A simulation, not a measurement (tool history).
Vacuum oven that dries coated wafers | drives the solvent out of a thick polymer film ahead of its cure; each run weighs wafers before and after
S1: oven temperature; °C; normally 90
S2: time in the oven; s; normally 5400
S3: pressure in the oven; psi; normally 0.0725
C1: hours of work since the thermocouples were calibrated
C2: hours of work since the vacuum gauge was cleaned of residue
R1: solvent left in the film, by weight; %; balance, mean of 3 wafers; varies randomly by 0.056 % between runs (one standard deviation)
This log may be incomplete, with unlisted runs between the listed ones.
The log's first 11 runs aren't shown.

run	day	S1	S2	S3	C1	C2	R1
12	15.525	90	5400	0.0725	559	513	2.69
13	17.083	90	5400	0.055	586	540	2.6
14	18.046	90	5400	0.055	603	557	2.63
15	19.392	90	5400	0.0725	627	581	2.63
16	21.092	90	5400	0.173	656	610	2.95
17	22.929	79	5640	0.173	689	643	5.85
18	23.946	91	7980	0.173	706	661	1.53
19	25.054	96	6000	0.0935	726	680	1.25
20	27.012	76	4680	0.1424	760	714	7.7
21	28.738	102	5940	0.1424	790	745	0.93
22	29.571	102	5940	0.1424	805	759	0.89
23	31.296	77	8400	0.0511	835	789	4.02
24	32.646	77	8400	0.0511	859	813	4.09
25	33.938	77	8400	0.0511	882	836	3.94
26	35.192	90	3240	0.1571	904	858	5.52
27	36.292	90	3240	0.1571	923	877	5.63
28	37.838	90	3240	0.1571	950	904	5.54
29	38.904	79	5400	0.2512	969	923	6.55
30	40.092	79	5400	0.2512	990	944	6.54
31	41.85	95	5400	0.2512	1020	975	2.32

Here are 4 independent what-if runs from the current tool condition. What would each one return?
A	42.662	90	5400	0.1505	1035	989	?
B	42.662	96	5400	0.0725	1035	989	?
C	42.662	95	5400	0.0463	1035	989	?
D	42.662	104	9180	0.0479	1035	989	?

run	R1
A	3.11
B	1.7
C	1.81
D	0.26
With no hidden state in the tool, these same runs would have given:
run	R1
A	2.62
B	1.35
C	1.45
D	0.15
